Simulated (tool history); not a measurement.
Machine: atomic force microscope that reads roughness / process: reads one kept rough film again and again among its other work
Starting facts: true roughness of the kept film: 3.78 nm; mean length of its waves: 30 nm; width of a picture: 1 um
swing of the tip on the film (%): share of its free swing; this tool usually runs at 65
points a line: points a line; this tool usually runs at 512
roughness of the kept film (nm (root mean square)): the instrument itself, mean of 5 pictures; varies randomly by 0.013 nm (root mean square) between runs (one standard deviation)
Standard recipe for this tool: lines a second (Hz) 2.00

run   hour  lines a second (Hz)  swing of the tip on the film (%)  points a line  roughness of the kept film (nm (root mean square))
  1    0.0                 2.00                                65            512                                               2.654
  2   21.0                 2.00                                65            512                                               2.598
  3   43.1                 2.00                                65            664                                               2.543
      49.0  -- new tip fitted
  4   70.5                 2.00                                65            664                                               3.171
  5  104.0                 2.00                                65            512                                               3.027
     122.1  -- height scale calibrated on a step standard
  6  124.5                 2.00                                65            512                                               2.968
  7  144.0                 2.00                                65            474                                               2.895
  8  167.8                 2.00                                65            474                                               2.832
  9  199.5                 2.00                                65            474                                               2.760
 10  229.4                 2.00                                65            474                                               2.674
 11  259.4                 2.00                                65            474                                               2.570
     269.8  -- new tip fitted
 12  289.5                 2.00                                65            512                                               3.194
     294.0  -- height scale calibrated on a step standard, once more
 13  325.6                 2.00                                65            512                                               3.008
 14  345.9                 2.00                                65            512                                               2.939
 15  375.4                 1.59                                77            949                                               2.740
 16  393.8                 2.00                                65            447                                               2.770
 17  432.2                 2.00                                65            447                                               2.674
 18  452.0                 2.00                                65            447                                               2.617
 19  478.2                 2.00                                65            447                                               2.532
     491.8  -- new tip fitted
 20  515.6                 2.00                                65            447                                               3.122
 21  535.2                 1.37                                81            649                                               2.954
 22  563.6                 1.37                                88            388                                               2.771
 23  588.0                 1.33                                66            642                                               2.885

The next listed run, before its measurement:
 24  607.3                 2.00                                56           1020                                                   ?

{"run 24": {"roughness of the kept film (nm (root mean square))": 2.864}}
Were there no unlogged condition in the tool, this run, its random variation unchanged, would have produced roughness of the kept film (nm (root mean square)) 3.284.
